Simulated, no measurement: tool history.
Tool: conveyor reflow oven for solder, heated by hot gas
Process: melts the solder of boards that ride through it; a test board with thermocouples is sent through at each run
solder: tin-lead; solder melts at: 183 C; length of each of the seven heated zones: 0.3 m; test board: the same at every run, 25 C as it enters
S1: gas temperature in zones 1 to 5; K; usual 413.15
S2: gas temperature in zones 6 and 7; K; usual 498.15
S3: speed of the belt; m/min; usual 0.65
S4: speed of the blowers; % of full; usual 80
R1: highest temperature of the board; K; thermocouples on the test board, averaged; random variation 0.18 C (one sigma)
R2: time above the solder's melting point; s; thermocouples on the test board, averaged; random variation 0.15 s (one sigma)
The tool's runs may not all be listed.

run     day      S1      S2     S3  S4      R1    R2
  1       0  413.15  498.15   0.65  80  485.05  39.2
  2   2.054  413.15  498.15   0.65  80  484.95  38.9
  3   3.846  413.15  498.15   0.65  80  484.25    39
  4   5.546  413.15  498.15   0.65  80  484.85  38.6
  5   6.912  413.15  498.15   0.65  80  484.45  38.6
  6   8.467  413.15  498.15   0.65  80  484.35  38.7
  7   9.796  424.15  498.15   0.65  80  486.35  43.2
  8  11.083  424.15  498.15   0.65  80  486.35  43.1
  9  12.404  424.15  498.15   0.65  80  486.45  43.4
 10  13.908  424.15  498.15   0.65  80  486.05  43.4
 11   16.15  413.15  498.15   0.65  80  483.45  38.3
 12  17.488  413.15  498.15   0.65  80  483.95  38.1
 13   18.75  424.15  498.15   0.65  80  485.75  42.9
 14  20.708  418.15  498.15  0.544  80  488.95  52.3
 15  23.038  425.15  498.15  0.619  58  483.85  43.9
 16  24.342  402.15  490.15   0.54  76  479.15  39.9
 17  26.254  408.15  498.15  0.645  56  478.25  31.8
 18  28.408  408.15  498.15  0.645  56  478.05  31.5
     29.067  -- flux residue cleaned out of gas plates and filters
 19  30.338  414.15  493.15  0.626  76  482.65  39.8
 20  31.871  414.15  504.15  0.626  86  493.35  46.2
     32.867  -- thermocouples of zones 6 and 7 changed
 21  33.692  414.15  510.15  0.576  86  498.35  53.5
 22  34.829  414.15  510.15  0.576  86  497.85  53.3
 23  37.025  414.15  493.15  0.576  86  482.55  44.2
 24  39.354  418.15  489.15  0.576  67  477.55  40.5
 25  40.683  418.15  489.15  0.576  67  477.35  40.6

Some steps in R1 between neighbouring runs. How much of each would the tool show without its hidden state too (settings, what came in, random variation), and how much is left for the hidden state, with any gauge scatter that isn't in both results?
The hidden state here: heat that the gas passes to the board, % of a clean oven's; belt's true speed, % of the reading; true gas temperature in zones 6 and 7 over the reading, C; drift of the gauge itself on peak_c, C; drift of the gauge itself on liquid_s, %.
Run 18 -> 19: S1 408.15 -> 414.15, S2 498.15 -> 493.15, S3 0.645 -> 0.626, S4 56 -> 76, flux residue cleaned out of gas plates and filters. R1 +4.6 K: hidden state +3.4, all else +1.2.
Run 19 -> 20: S2 493.15 -> 504.15, S4 76 -> 86. R1 +10.7 K: hidden state -0.1, all else +10.8.
Run 20 -> 21: S2 504.15 -> 510.15, S3 0.626 -> 0.576, thermocouples of zones 6 and 7 changed. R1 +5 K: hidden state -2.8, all else +7.8.
Run 22 -> 23: S2 510.15 -> 493.15. R1 -15.3 K: hidden state -0.1, all else -15.2.

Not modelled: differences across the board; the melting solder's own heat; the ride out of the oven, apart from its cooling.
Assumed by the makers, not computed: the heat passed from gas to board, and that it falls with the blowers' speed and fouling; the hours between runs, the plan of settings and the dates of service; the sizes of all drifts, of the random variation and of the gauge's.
